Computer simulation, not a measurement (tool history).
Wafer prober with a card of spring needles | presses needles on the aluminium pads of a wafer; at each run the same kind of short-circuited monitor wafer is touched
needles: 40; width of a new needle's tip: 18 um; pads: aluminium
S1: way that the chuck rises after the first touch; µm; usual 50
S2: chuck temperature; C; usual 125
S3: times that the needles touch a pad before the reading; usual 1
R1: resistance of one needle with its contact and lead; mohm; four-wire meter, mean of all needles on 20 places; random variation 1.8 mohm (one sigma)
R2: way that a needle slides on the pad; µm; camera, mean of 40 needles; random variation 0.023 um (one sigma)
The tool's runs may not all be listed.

Run 1, hour 0.0: usual settings. Result: R1 188 mohm, R2 6.20 µm.
At hour 2.3: tips cleaned on abrasive film.
At hour 14.1: tips cleaned on abrasive film.
Run 2, hour 20.4: usual settings. Result: R1 187 mohm, R2 6.21 µm.
At hour 24.8: tips cleaned on abrasive film.
Run 3, hour 31.8: usual settings. Result: R1 187 mohm, R2 6.21 µm.
At hour 36.6: tips cleaned on abrasive film.
At hour 47.8: tips cleaned on abrasive film.
Run 4, hour 55.7: usual settings. Result: R1 191 mohm, R2 6.21 µm.
At hour 58.4: tips cleaned on abrasive film.
At hour 69.2: tips cleaned on abrasive film.
At hour 79.9: tips cleaned on abrasive film.
Run 5, hour 82.2: usual settings. Result: R1 193 mohm, R2 6.18 µm.
At hour 90.6: tips cleaned on abrasive film.
At hour 102.2: tips cleaned on abrasive film.
Run 6, hour 102.2: usual settings but S1 68 µm, S2 40 C, S3 2. Result: R1 161 mohm, R2 8.42 µm.
At hour 113.1: tips cleaned on abrasive film.
Run 7, hour 114.1: usual settings but S1 66 µm, S2 60 C. Result: R1 169 mohm, R2 8.19 µm.
At hour 124.2: tips cleaned on abrasive film.
At hour 136.1: tips cleaned on abrasive film.
At hour 136.4: height of the first contact set anew.
Run 8, hour 140.8: usual settings but S1 61 µm, S2 60 C. Result: R1 170 mohm, R2 7.57 µm.
At hour 148.3: tips cleaned on abrasive film.
At hour 160.6: tips cleaned on abrasive film.
Run 9, hour 163.2: usual settings but S1 61 µm, S2 60 C. Result: R1 172 mohm, R2 7.54 µm.
At hour 172.1: tips cleaned on abrasive film.
At hour 183.2: tips cleaned on abrasive film.
Run 10, hour 187.5: usual settings but S1 31 µm, S3 3. Result: R1 207 mohm, R2 3.82 µm.

4 ways to go on from here, each from the tool as it stands after run 10. What would each give?
At hour 193.9: tips cleaned on abrasive film.
Run A, hour 204.0: usual settings but S1 61 µm, S2 53 C, S3 2. Result: R1 ?, R2 ?.
At hour 193.9: tips cleaned on abrasive film.
Run B, hour 204.0: usual settings but S1 31 µm, S3 2. Result: R1 ?, R2 ?.
At hour 193.9: tips cleaned on abrasive film.
Run C, hour 204.0: usual settings but S1 48 µm. Result: R1 ?, R2 ?.
At hour 193.9: tips cleaned on abrasive film.
Run D, hour 204.0: usual settings but S1 66 µm, S2 100 C. Result: R1 ?, R2 ?.

run   R1    R2
  A  170  7.51
  B  207  3.85
  C  188  5.93
  D  178  8.19
Without the tool's hidden state the same runs would have given:
run   R1    R2
  A  169  7.51
  B  207  3.85
  C  187  5.93
  D  178  8.19
